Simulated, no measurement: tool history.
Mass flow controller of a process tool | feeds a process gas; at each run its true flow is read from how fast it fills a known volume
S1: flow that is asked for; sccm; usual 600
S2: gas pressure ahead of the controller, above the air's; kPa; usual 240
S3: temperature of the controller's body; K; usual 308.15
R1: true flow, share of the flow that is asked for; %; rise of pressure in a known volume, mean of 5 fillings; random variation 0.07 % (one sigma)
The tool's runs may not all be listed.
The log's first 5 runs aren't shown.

run    hour   S1   S2      S3      R1
  6  1157.6  600  240  308.15  100.63
  7  1393.7  600  240  308.15  100.50
  8  1689.3  600  240  308.15  100.74
  9  1972.1  600  240  308.15  100.71
 10  2254.3  600  240  308.15  100.87
 11  2551.7  600  233  308.15  100.94
 12  2729.8  600  233  308.15  100.97
 13  3023.6  600  233  308.15  101.08
 14  3388.0  600  233  294.15  101.94
 15  3757.2  600  157  308.15  100.86
 16  3991.1  234  157  308.15  101.08
 17  4251.4  234  157  308.15  101.04
 18  4505.0  600  170  308.15  101.32
 19  4680.9  600  161  308.15  101.22

The next listed run, before its measurement:
 20  4993.3  600  161  309.15   ?

{"run 20": {"R1": 101.34}}
Without the tool's hidden state the same run would have given R1 98.65 %.

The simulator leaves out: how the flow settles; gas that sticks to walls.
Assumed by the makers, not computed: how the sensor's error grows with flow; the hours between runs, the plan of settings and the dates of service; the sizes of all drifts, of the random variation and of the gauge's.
